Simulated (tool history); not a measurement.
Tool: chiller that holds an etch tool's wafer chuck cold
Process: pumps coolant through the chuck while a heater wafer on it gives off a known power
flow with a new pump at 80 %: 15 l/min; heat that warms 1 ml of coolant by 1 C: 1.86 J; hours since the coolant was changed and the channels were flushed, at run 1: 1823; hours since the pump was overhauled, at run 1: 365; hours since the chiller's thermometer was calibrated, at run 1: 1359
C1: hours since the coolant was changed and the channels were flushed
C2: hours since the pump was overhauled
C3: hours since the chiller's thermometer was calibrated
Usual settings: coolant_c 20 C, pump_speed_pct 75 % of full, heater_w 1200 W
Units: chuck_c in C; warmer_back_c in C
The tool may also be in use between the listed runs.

run 1 hour=0 | coolant_c=20 pump_speed_pct=75 heater_w=1200 | C1=1823 C2=365 C3=1359 | chuck_c=32.4 warmer_back_c=2.74
run 2 hour=41.8 | coolant_c=20 pump_speed_pct=75 heater_w=1200 | C1=1865 C2=407 C3=1401 | chuck_c=32.5 warmer_back_c=2.76
run 3 hour=90.5 | coolant_c=20 pump_speed_pct=75 heater_w=1200 | C1=1914 C2=456 C3=1450 | chuck_c=32.6 warmer_back_c=2.82
run 4 hour=137.5 | coolant_c=20 pump_speed_pct=75 heater_w=1200 | C1=1961 C2=503 C3=1497 | chuck_c=32.4 warmer_back_c=2.73
run 5 hour=159.5 | coolant_c=20 pump_speed_pct=75 heater_w=1313 | C1=1983 C2=525 C3=1519 | chuck_c=33.8 warmer_back_c=2.99
run 6 hour=194.9 | coolant_c=20 pump_speed_pct=75 heater_w=1313 | C1=2018 C2=560 C3=1554 | chuck_c=33.7 warmer_back_c=3.01
run 7 hour=223.6 | coolant_c=20 pump_speed_pct=75 heater_w=1313 | C1=2047 C2=589 C3=1583 | chuck_c=33.9 warmer_back_c=3.06
run 8 hour=272.4 | coolant_c=20 pump_speed_pct=75 heater_w=1200 | C1=2096 C2=638 C3=1632 | chuck_c=32.6 warmer_back_c=2.76
run 9 hour=318.6 | coolant_c=20 pump_speed_pct=75 heater_w=902 | C1=2142 C2=684 C3=1678 | chuck_c=29.7 warmer_back_c=2.09
run 10 hour=362.4 | coolant_c=15 pump_speed_pct=75 heater_w=902 | C1=2185 C2=727 C3=1722 | chuck_c=24.7 warmer_back_c=2.12
run 11 hour=410.7 | coolant_c=15 pump_speed_pct=75 heater_w=902 | C1=2234 C2=776 C3=1770 | chuck_c=24.9 warmer_back_c=2.07
run 12 hour=450.1 | coolant_c=15 pump_speed_pct=75 heater_w=902 | C1=2273 C2=815 C3=1809 | chuck_c=24.8 warmer_back_c=2.12
run 13 hour=473.4 | coolant_c=15 pump_speed_pct=75 heater_w=902 | C1=2296 C2=839 C3=1833 | chuck_c=24.8 warmer_back_c=2.04
run 14 hour=503 | coolant_c=20 pump_speed_pct=75 heater_w=1200 | C1=2326 C2=868 C3=1862 | chuck_c=32.7 warmer_back_c=2.79
run 15 hour=546.5 | coolant_c=20 pump_speed_pct=75 heater_w=1200 | C1=2370 C2=912 C3=1906 | chuck_c=32.9 warmer_back_c=2.76
run 16 hour=581.7 | coolant_c=13 pump_speed_pct=75 heater_w=1200 | C1=2405 C2=947 C3=1941 | chuck_c=25.8 warmer_back_c=2.79
run 17 hour=602.5 | coolant_c=13 pump_speed_pct=75 heater_w=1200 | C1=2426 C2=968 C3=1962 | chuck_c=25.9 warmer_back_c=2.79
run 18 hour=640.5 | coolant_c=15 pump_speed_pct=60 heater_w=1200 | C1=2464 C2=1006 C3=2000 | chuck_c=30 warmer_back_c=3.56
run 19 hour=676.7 | coolant_c=16 pump_speed_pct=78 heater_w=945 | C1=2500 C2=1042 C3=2036 | chuck_c=26.2 warmer_back_c=2.09
run 20 hour=707.1 | coolant_c=20 pump_speed_pct=82 heater_w=1121 | C1=2530 C2=1072 C3=2066 | chuck_c=31.4 warmer_back_c=2.36
run 21 hour=743.6 | coolant_c=20 pump_speed_pct=82 heater_w=1121 | C1=2567 C2=1109 C3=2103 | chuck_c=31.4 warmer_back_c=2.35
run 22 hour=763.9 | coolant_c=27 pump_speed_pct=93 heater_w=618 | C1=2587 C2=1129 C3=2123 | chuck_c=32.9 warmer_back_c=1.13
run 23 hour=812.3 | coolant_c=26 pump_speed_pct=91 heater_w=1200 | C1=2635 C2=1177 C3=2172 | chuck_c=37.5 warmer_back_c=2.25
run 24 hour=835.3 | coolant_c=20 pump_speed_pct=75 heater_w=759 | C1=2658 C2=1200 C3=2195 | chuck_c=28.4 warmer_back_c=1.72
run 25 hour=871.4 | coolant_c=20 pump_speed_pct=79 heater_w=647 | C1=2694 C2=1236 C3=2231 | chuck_c=27 warmer_back_c=1.4
run 26 hour=907 | coolant_c=20 pump_speed_pct=79 heater_w=647 | C1=2730 C2=1272 C3=2266 | chuck_c=27 warmer_back_c=1.42
run 27 hour=949.2 | coolant_c=20 pump_speed_pct=79 heater_w=647 | C1=2772 C2=1314 C3=2308 | chuck_c=26.8 warmer_back_c=1.39
run 28 hour=976.4 | coolant_c=20 pump_speed_pct=79 heater_w=647 | C1=2799 C2=1341 C3=2336 | chuck_c=27 warmer_back_c=1.38
run 29 hour=1005.6 | coolant_c=20 pump_speed_pct=79 heater_w=647 | C1=2829 C2=1371 C3=2365 | chuck_c=26.9 warmer_back_c=1.41
run 30 hour=1047.2 | coolant_c=22 pump_speed_pct=63 heater_w=816 | C1=2870 C2=1412 C3=2406 | chuck_c=32.1 warmer_back_c=2.25
run 31 hour=1084.3 | coolant_c=20 pump_speed_pct=67 heater_w=1200 | C1=2907 C2=1449 C3=2443 | chuck_c=34.1 warmer_back_c=3.19
run 32 hour=1117.8 | coolant_c=20 pump_speed_pct=87 heater_w=1355 | C1=2941 C2=1483 C3=2477 | chuck_c=33.4 warmer_back_c=2.75
run 33 hour=1160.6 | coolant_c=20 pump_speed_pct=87 heater_w=1355 | C1=2984 C2=1526 C3=2520 | chuck_c=33.5 warmer_back_c=2.69

Forecast each of these 3 alternatives for the next run:
run A hour=1183.2 | coolant_c=20 pump_speed_pct=61 heater_w=1355 | C1=3006 C2=1548 C3=2542 | chuck_c=? warmer_back_c=?
run B hour=1183.2 | coolant_c=20 pump_speed_pct=61 heater_w=1200 | C1=3006 C2=1548 C3=2542 | chuck_c=? warmer_back_c=?
run C hour=1183.2 | coolant_c=20 pump_speed_pct=66 heater_w=758 | C1=3006 C2=1548 C3=2542 | chuck_c=? warmer_back_c=?

run=A chuck_c=37.2 warmer_back_c=4.05
run=B chuck_c=34.9 warmer_back_c=3.53
run=C chuck_c=29.2 warmer_back_c=2.03
Without the tool's hidden state the same runs would have given:
run=A chuck_c=35.1 warmer_back_c=4.01
run=B chuck_c=33 warmer_back_c=3.5
run=C chuck_c=27.8 warmer_back_c=2.01
